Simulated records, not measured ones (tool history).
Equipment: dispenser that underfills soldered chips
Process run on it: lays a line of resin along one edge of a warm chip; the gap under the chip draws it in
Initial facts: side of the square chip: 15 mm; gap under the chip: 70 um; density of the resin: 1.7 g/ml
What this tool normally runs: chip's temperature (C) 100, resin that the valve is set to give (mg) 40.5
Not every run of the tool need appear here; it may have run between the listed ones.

| run | hour | chip's temperature (C) | resin that the valve is set to give (mg) | time until the resin shows at the far edge (s) | resin that the valve gave (mg) |
|---|---|---|---|---|---|
| 1 | 0 | 100 | 40.5 | 127.4 | 38.49 |
| 2 | 8.7 | 100 | 40.5 | 102 | 38.07 |
| 3 | 16.8 | 100 | 40.5 | 149.9 | 38.56 |
| 4 | 25.2 | 101 | 40.5 | 114 | 38.08 |
| 5 | 31.1 | 100 | 40.5 | 83.9 | 38.37 |
| 6 | 36.9 | 100 | 40.5 | 108.7 | 37.73 |
| 7 | 44.6 | 106 | 40.5 | 72.5 | 37.76 |
| 8 | 52.7 | 106 | 40.5 | 98.7 | 40.8 |
| 9 | 57.2 | 106 | 40.5 | 121.8 | 40.7 |
| 10 | 64.7 | 106 | 40.5 | 94.7 | 40.64 |
| 11 | 72.4 | 106 | 40.5 | 69.9 | 40.41 |
| 12 | 79.6 | 100 | 41.5 | 117 | 41.29 |
| 13 | 84.2 | 96 | 40.5 | 159.3 | 40.25 |
| 14 | 92.8 | 96 | 40.5 | 127.2 | 40.18 |
| 15 | 98.6 | 96 | 40.5 | 166.2 | 39.77 |
| 16 | 105.7 | 100 | 37.2 | 115.3 | 36.59 |
| 17 | 112.3 | 100 | 37.2 | 151.3 | 36.57 |
| 18 | 119.1 | 100 | 37.2 | 111.2 | 36.51 |
| 19 | 123.4 | 105 | 48.1 | 115.3 | 46.78 |
| 20 | 131.2 | 102 | 37.3 | 97.2 | 36.55 |
| 21 | 135.6 | 102 | 37.3 | 121.6 | 36.04 |
| 22 | 140 | 107 | 50.6 | 67.3 | 48.79 |
| 23 | 149.8 | 107 | 39.2 | 108.9 | 38.05 |
| 24 | 159.4 | 107 | 39.2 | 95.5 | 37.51 |
| 25 | 167.1 | 104 | 37.4 | 77.3 | 35.83 |
| 26 | 174.6 | 91 | 38.2 | 151.5 | 36.45 |
| 27 | 181.2 | 91 | 38.2 | 114.1 | 36.37 |
| 28 | 189.4 | 91 | 38.2 | 165.2 | 36.16 |
| 29 | 194.9 | 94 | 47.5 | 101.5 | 45.15 |
| 30 | 205 | 109 | 45.8 | 107.3 | 43.02 |
| 31 | 211.3 | 86 | 41.2 | 151.3 | 38.59 |
| 32 | 222.3 | 86 | 40.5 | 129.7 | 40.39 |
| 33 | 231.7 | 103 | 45.1 | 120.9 | 44.67 |
| 34 | 236.7 | 103 | 45.1 | 81 | 44.14 |
| 35 | 243.4 | 100 | 34.6 | 124.6 | 33.87 |
| 36 | 249.5 | 111 | 44.5 | 64.9 | 43.9 |

Between the runs listed above, the log contained 21 entries, not reproduced here. Where in the sequence does each belong, and how does what the log doesn't record of the tool's condition differ from the listed run before to the listed run after?
Logged between run 1 and run 2: new syringe of resin (hour 4.5)
  resin's viscosity, % of fresh resin's: 150.5 -> 120.9; dose that the valve gives, % of what is set: 95.28 -> 94.89; true chip temperature over the reading, C: -0.66 -> -0.68
  what was measured, less what the result would be without the hidden state, time until the resin shows at the far edge (s): +44.6 -> +20.1; resin that the valve gave (mg): -1.91 -> -2.05
Logged between run 3 and run 4: new syringe of resin (hour 17.9)
  resin's viscosity, % of fresh resin's: 174.7 -> 138.7; dose that the valve gives, % of what is set: 94.55 -> 94.2; true chip temperature over the reading, C: -0.69 -> -0.71
  what was measured, less what the result would be without the hidden state, time until the resin shows at the far edge (s): +66.5 -> +34.3; resin that the valve gave (mg): -2.23 -> -2.34
Logged between run 4 and run 5: new syringe of resin (hour 31.1)
  resin's viscosity, % of fresh resin's: 138.7 -> 99.2; dose that the valve gives, % of what is set: 94.2 -> 93.99; true chip temperature over the reading, C: -0.71 -> -0.72
  what was measured, less what the result would be without the hidden state, time until the resin shows at the far edge (s): +34.3 -> +1.9; resin that the valve gave (mg): -2.34 -> -2.46
Logged between run 6 and run 7: new syringe of resin (hour 44.6)
  resin's viscosity, % of fresh resin's: 129.3 -> 98.9; dose that the valve gives, % of what is set: 93.71 -> 93.39; true chip temperature over the reading, C: -0.73 -> -0.75
  what was measured, less what the result would be without the hidden state, time until the resin shows at the far edge (s): +27.3 -> +1.5; resin that the valve gave (mg): -2.53 -> -2.67
Logged between run 7 and run 8: dispensing valve cleaned and set on the balance (hour 50.8)
  resin's viscosity, % of fresh resin's: 98.9 -> 136.3; dose that the valve gives, % of what is set: 93.39 -> 100.49; true chip temperature over the reading, C: -0.75 -> -0.76
  what was measured, less what the result would be without the hidden state, time until the resin shows at the far edge (s): +1.5 -> +27.6; resin that the valve gave (mg): -2.67 -> +0.2
Logged between run 9 and run 10: new syringe of resin (hour 58.9)
  resin's viscosity, % of fresh resin's: 167.4 -> 129; dose that the valve gives, % of what is set: 100.28 -> 99.95; true chip temperature over the reading, C: -0.77 -> -0.79
  what was measured, less what the result would be without the hidden state, time until the resin shows at the far edge (s): +50.7 -> +22.8; resin that the valve gave (mg): +0.12 -> -0.02
Logged between run 10 and run 11: new syringe of resin (hour 72.4)
  resin's viscosity, % of fresh resin's: 129 -> 99; dose that the valve gives, % of what is set: 99.95 -> 99.66; true chip temperature over the reading, C: -0.79 -> -0.8
  what was measured, less what the result would be without the hidden state, time until the resin shows at the far edge (s): +22.8 -> +0.8; resin that the valve gave (mg): -0.02 -> -0.14
Logged between run 13 and run 14: new syringe of resin (hour 86)
  resin's viscosity, % of fresh resin's: 169.1 -> 134.9; dose that the valve gives, % of what is set: 99.16 -> 98.8; true chip temperature over the reading, C: -0.82 -> -0.84
  what was measured, less what the result would be without the hidden state, time until the resin shows at the far edge (s): +67.4 -> +35; resin that the valve gave (mg): -0.34 -> -0.49
Logged between run 15 and run 16: new syringe of resin (hour 99.7)
  resin's viscosity, % of fresh resin's: 175.4 -> 132.1; dose that the valve gives, % of what is set: 98.53 -> 98.27; true chip temperature over the reading, C: -0.86 -> -0.87
  what was measured, less what the result would be without the hidden state, time until the resin shows at the far edge (s): +73.6 -> +30.4; resin that the valve gave (mg): -0.59 -> -0.65
Logged between run 17 and run 18: new syringe of resin (hour 113.4)
  resin's viscosity, % of fresh resin's: 177.5 -> 129; dose that the valve gives, % of what is set: 98 -> 97.74; true chip temperature over the reading, C: -0.88 -> -0.89
  what was measured, less what the result would be without the hidden state, time until the resin shows at the far edge (s): +68.4 -> +27.4; resin that the valve gave (mg): -0.75 -> -0.85
Logged between run 19 and run 20: new syringe of resin (hour 126.8)
  resin's viscosity, % of fresh resin's: 156.6 -> 121.6; dose that the valve gives, % of what is set: 97.55 -> 97.21; true chip temperature over the reading, C: -0.9 -> -0.92
  what was measured, less what the result would be without the hidden state, time until the resin shows at the far edge (s): +43.5 -> +19.8; resin that the valve gave (mg): -1.17 -> -1.05
Logged between run 21 and run 22: new syringe of resin (hour 140)
  resin's viscosity, % of fresh resin's: 148.5 -> 98.1; dose that the valve gives, % of what is set: 97.04 -> 96.87; true chip temperature over the reading, C: -0.92 -> -0.93
  what was measured, less what the result would be without the hidden state, time until the resin shows at the far edge (s): +42.2 -> +0.4; resin that the valve gave (mg): -1.1 -> -1.58
Logged between run 23 and run 24: new syringe of resin (hour 153.3)
  resin's viscosity, % of fresh resin's: 152.5 -> 133.3; dose that the valve gives, % of what is set: 96.47 -> 96.04; true chip temperature over the reading, C: -0.95 -> -0.97
  what was measured, less what the result would be without the hidden state, time until the resin shows at the far edge (s): +39.7 -> +26.3; resin that the valve gave (mg): -1.4 -> -1.55
Logged between run 24 and run 25: new syringe of resin (hour 167.1)
  resin's viscosity, % of fresh resin's: 133.3 -> 98.3; dose that the valve gives, % of what is set: 96.04 -> 95.71; true chip temperature over the reading, C: -0.97 -> -0.98
  what was measured, less what the result would be without the hidden state, time until the resin shows at the far edge (s): +26.3 -> +1.4; resin that the valve gave (mg): -1.55 -> -1.6
Logged between run 26 and run 27: new syringe of resin (hour 180.4)
  resin's viscosity, % of fresh resin's: 138.1 -> 103; dose that the valve gives, % of what is set: 95.38 -> 95.11; true chip temperature over the reading, C: -1 -> -1.01
  what was measured, less what the result would be without the hidden state, time until the resin shows at the far edge (s): +46 -> +7.6; resin that the valve gave (mg): -1.76 -> -1.87
Logged between run 28 and run 29: new syringe of resin (hour 194)
  resin's viscosity, % of fresh resin's: 149.4 -> 102.6; dose that the valve gives, % of what is set: 94.79 -> 94.58; true chip temperature over the reading, C: -1.03 -> -1.04
  what was measured, less what the result would be without the hidden state, time until the resin shows at the far edge (s): +59.3 -> +5.8; resin that the valve gave (mg): -1.99 -> -2.58
Logged between run 30 and run 31: new syringe of resin (hour 207.3)
  resin's viscosity, % of fresh resin's: 162.3 -> 117.8; dose that the valve gives, % of what is set: 94.14 -> 93.9; true chip temperature over the reading, C: -1.06 -> -1.07
  what was measured, less what the result would be without the hidden state, time until the resin shows at the far edge (s): +43.5 -> +28; resin that the valve gave (mg): -2.68 -> -2.51
Logged between run 31 and run 32: dispensing valve cleaned and set on the balance (hour 213.2); new syringe of resin (hour 221.8)
  resin's viscosity, % of fresh resin's: 117.8 -> 102.3; dose that the valve gives, % of what is set: 93.9 -> 99.47; true chip temperature over the reading, C: -1.07 -> -1.09
  what was measured, less what the result would be without the hidden state, time until the resin shows at the far edge (s): +28 -> +6.9; resin that the valve gave (mg): -2.51 -> -0.21
Logged between run 33 and run 34: new syringe of resin (hour 235.4)
  resin's viscosity, % of fresh resin's: 156.9 -> 104.5; dose that the valve gives, % of what is set: 99.05 -> 98.84; true chip temperature over the reading, C: -1.11 -> -1.12
  what was measured, less what the result would be without the hidden state, time until the resin shows at the far edge (s): +46.2 -> +5.8; resin that the valve gave (mg): -0.42 -> -0.51
Logged between run 35 and run 36: new syringe of resin (hour 248.7)
  resin's viscosity, % of fresh resin's: 142 -> 103.2; dose that the valve gives, % of what is set: 98.55 -> 98.3; true chip temperature over the reading, C: -1.13 -> -1.14
  what was measured, less what the result would be without the hidden state, time until the resin shows at the far edge (s): +39.8 -> +3.8; resin that the valve gave (mg): -0.5 -> -0.76

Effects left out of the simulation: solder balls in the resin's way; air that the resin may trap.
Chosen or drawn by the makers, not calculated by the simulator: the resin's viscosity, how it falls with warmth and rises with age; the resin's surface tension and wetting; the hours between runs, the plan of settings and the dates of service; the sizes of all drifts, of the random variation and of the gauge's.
